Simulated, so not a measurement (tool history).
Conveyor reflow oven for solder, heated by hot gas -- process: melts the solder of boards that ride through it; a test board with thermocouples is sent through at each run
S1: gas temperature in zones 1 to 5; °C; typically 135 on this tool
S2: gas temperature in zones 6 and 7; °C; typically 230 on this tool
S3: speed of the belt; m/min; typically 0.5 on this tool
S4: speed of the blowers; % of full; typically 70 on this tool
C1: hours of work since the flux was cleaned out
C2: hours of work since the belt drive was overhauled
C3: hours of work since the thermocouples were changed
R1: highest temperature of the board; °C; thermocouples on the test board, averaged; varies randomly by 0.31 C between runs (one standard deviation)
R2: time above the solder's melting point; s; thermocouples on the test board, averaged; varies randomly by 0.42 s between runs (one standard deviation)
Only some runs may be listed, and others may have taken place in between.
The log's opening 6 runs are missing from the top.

At hour 331.1: thermocouples of zones 6 and 7 changed.
Run 7, hour 378.5: usual settings but S1 145 °C; C1 212; C2 654; C3 24. Result: R1 218.3 °C, R2 69.1 s.
Run 8, hour 444.4: usual settings but S1 145 °C; C1 245; C2 687; C3 57. Result: R1 218.3 °C, R2 68.6 s.
Run 9, hour 524: usual settings but S1 145 °C; C1 285; C2 727; C3 96. Result: R1 218.2 °C, R2 68.9 s.
Run 10, hour 586: usual settings but S1 145 °C; C1 316; C2 758; C3 127. Result: R1 218.1 °C, R2 68.5 s.
Run 11, hour 633.1: usual settings but S1 145 °C; C1 340; C2 782; C3 151. Result: R1 217.6 °C, R2 69.1 s.
Run 12, hour 691.6: usual settings but S1 145 °C; C1 369; C2 811; C3 180. Result: R1 218 °C, R2 69.1 s.
Run 13, hour 749.2: usual settings but S1 145 °C; C1 398; C2 840; C3 209. Result: R1 218.6 °C, R2 68.2 s.
Run 14, hour 803.7: usual settings but S1 145 °C; C1 425; C2 867; C3 236. Result: R1 219 °C, R2 69.3 s.
At hour 850: flux residue cleaned out of gas plates and filters.
Run 15, hour 854: usual settings but S1 145 °C; C1 2; C2 890; C3 259. Result: R1 220 °C, R2 71.3 s.
Run 16, hour 928.7: usual settings but S1 145 °C; C1 39; C2 927; C3 296. Result: R1 220 °C, R2 70.7 s.
Run 17, hour 1002.3: usual settings but S1 145 °C; C1 76; C2 964; C3 333. Result: R1 219.5 °C, R2 70.2 s.
At hour 1032.4: belt drive overhauled, speed set with a stopwatch.
Run 18, hour 1099.1: usual settings but S1 145 °C, S2 223 °C; C1 123; C2 33; C3 380. Result: R1 213.1 °C, R2 63.4 s.
Run 19, hour 1172.3: usual settings but S1 145 °C, S2 223 °C; C1 159; C2 70; C3 416. Result: R1 213 °C, R2 63.8 s.
Run 20, hour 1245.1: usual settings but S1 145 °C, S2 223 °C; C1 196; C2 106; C3 453. Result: R1 212.7 °C, R2 63.5 s.

What does the tool deliver on the next run?
Run 21, hour 1337.1: usual settings but S1 145 °C, S2 223 °C; C1 242; C2 152; C3 499. Result: R1 ?, R2 ?.

For run 21 the tool returned R1 213.3 °C, R2 63.3 s.
With no hidden state in the tool, this same run would have given R1 213.6 °C, R2 63.9 s.

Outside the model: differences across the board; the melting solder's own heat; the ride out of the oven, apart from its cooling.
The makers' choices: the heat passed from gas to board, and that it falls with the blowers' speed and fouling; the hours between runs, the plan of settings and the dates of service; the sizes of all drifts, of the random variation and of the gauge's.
